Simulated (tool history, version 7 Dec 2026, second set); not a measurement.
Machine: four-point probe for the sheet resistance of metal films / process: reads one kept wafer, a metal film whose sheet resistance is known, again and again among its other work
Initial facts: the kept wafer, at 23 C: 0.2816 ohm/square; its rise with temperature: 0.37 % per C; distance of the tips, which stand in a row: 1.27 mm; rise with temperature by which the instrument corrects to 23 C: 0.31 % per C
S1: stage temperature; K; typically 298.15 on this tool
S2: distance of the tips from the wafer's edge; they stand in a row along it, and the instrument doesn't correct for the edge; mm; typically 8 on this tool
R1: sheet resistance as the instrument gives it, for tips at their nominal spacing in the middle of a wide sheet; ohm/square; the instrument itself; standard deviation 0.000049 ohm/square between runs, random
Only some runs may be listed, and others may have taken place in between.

run 1 hour=0.0 | S1=298.15 S2=8 | R1=0.285659
run 2 hour=48.7 | S1=300.15 S2=8 | R1=0.286060
run 3 hour=92.7 | S1=300.15 S2=8 | R1=0.286121
run 4 hour=137.9 | S1=300.15 S2=8 | R1=0.286037
run 5 hour=193.5 | S1=298.15 S2=8 | R1=0.285739
run 6 hour=236.8 | S1=298.15 S2=8 | R1=0.285799
run 7 hour=278.9 | S1=295.15 S2=8 | R1=0.285254
run 8 hour=328.2 | S1=295.15 S2=8 | R1=0.285079
run 9 hour=362.4 | S1=298.15 S2=8 | R1=0.285676
run 10 hour=411.3 | S1=298.15 S2=8 | R1=0.285685
run 11 hour=460.5 | S1=292.15 S2=8 | R1=0.284671
run 12 hour=493.8 | S1=292.15 S2=8 | R1=0.284660
run 13 hour=536.5 | S1=292.15 S2=8 | R1=0.284658
run 14 hour=574.1 | S1=298.15 S2=20 | R1=0.282517
run 15 hour=625.2 | S1=307.15 S2=8 | R1=0.287256
run 16 hour=651.6 | S1=307.15 S2=8 | R1=0.287243
run 17 hour=704.0 | S1=298.15 S2=9 | R1=0.284898
run 18 hour=748.6 | S1=298.15 S2=9 | R1=0.284848
run 19 hour=772.7 | S1=298.15 S2=8 | R1=0.285776
run 20 hour=824.5 | S1=298.15 S2=3 | R1=0.306616
run 21 hour=879.7 | S1=298.15 S2=3 | R1=0.306511
run 22 hour=919.6 | S1=298.15 S2=3 | R1=0.306527
run 23 hour=952.6 | S1=291.15 S2=5 | R1=0.290107
run 24 hour=983.6 | S1=294.15 S2=22 | R1=0.281711
run 25 hour=1036.5 | S1=293.15 S2=57 | R1=0.281085
run 26 hour=1067.9 | S1=305.15 S2=15 | R1=0.284105
run 27 hour=1101.8 | S1=305.15 S2=15 | R1=0.284160
run 28 hour=1153.3 | S1=302.15 S2=7 | R1=0.287500
run 29 hour=1195.6 | S1=293.15 S2=18 | R1=0.281763
run 30 hour=1219.5 | S1=303.15 S2=12 | R1=0.284401
run 31 hour=1273.1 | S1=296.15 S2=12 | R1=0.283260
run 32 hour=1298.4 | S1=296.15 S2=12 | R1=0.283253
-- hour=1311.9 new probe head fitted
run 33 hour=1342.5 | S1=301.15 S2=13 | R1=0.283887
run 34 hour=1387.6 | S1=303.15 S2=33 | R1=0.283080
run 35 hour=1431.5 | S1=307.15 S2=3 | R1=0.308156
run 36 hour=1462.4 | S1=300.15 S2=5 | R1=0.291749
run 37 hour=1516.8 | S1=300.15 S2=5 | R1=0.291659
run 38 hour=1541.4 | S1=295.15 S2=50 | R1=0.281490
run 39 hour=1564.8 | S1=295.15 S2=50 | R1=0.281522
run 40 hour=1597.5 | S1=294.15 S2=8 | R1=0.284967
run 41 hour=1623.8 | S1=305.15 S2=31 | R1=0.283400
run 42 hour=1677.3 | S1=294.15 S2=4 | R1=0.295592
run 43 hour=1700.0 | S1=294.15 S2=4 | R1=0.295683
run 44 hour=1752.8 | S1=294.15 S2=4 | R1=0.295702

Branching from run 44: 4 alternative next runs. What would each branch give?
run A hour=1802.9 | S1=294.15 S2=25 | R1=?
run B hour=1802.9 | S1=294.15 S2=15 | R1=?
run C hour=1802.9 | S1=292.15 S2=5 | R1=?
run D hour=1802.9 | S1=298.15 S2=26 | R1=?

run=A R1=0.281565
run=B R1=0.282389
run=C R1=0.290309
run=D R1=0.282235
Had the tool no hidden state, the same runs would have come out as:
run=A R1=0.281589
run=B R1=0.282414
run=C R1=0.290334
run=D R1=0.282260
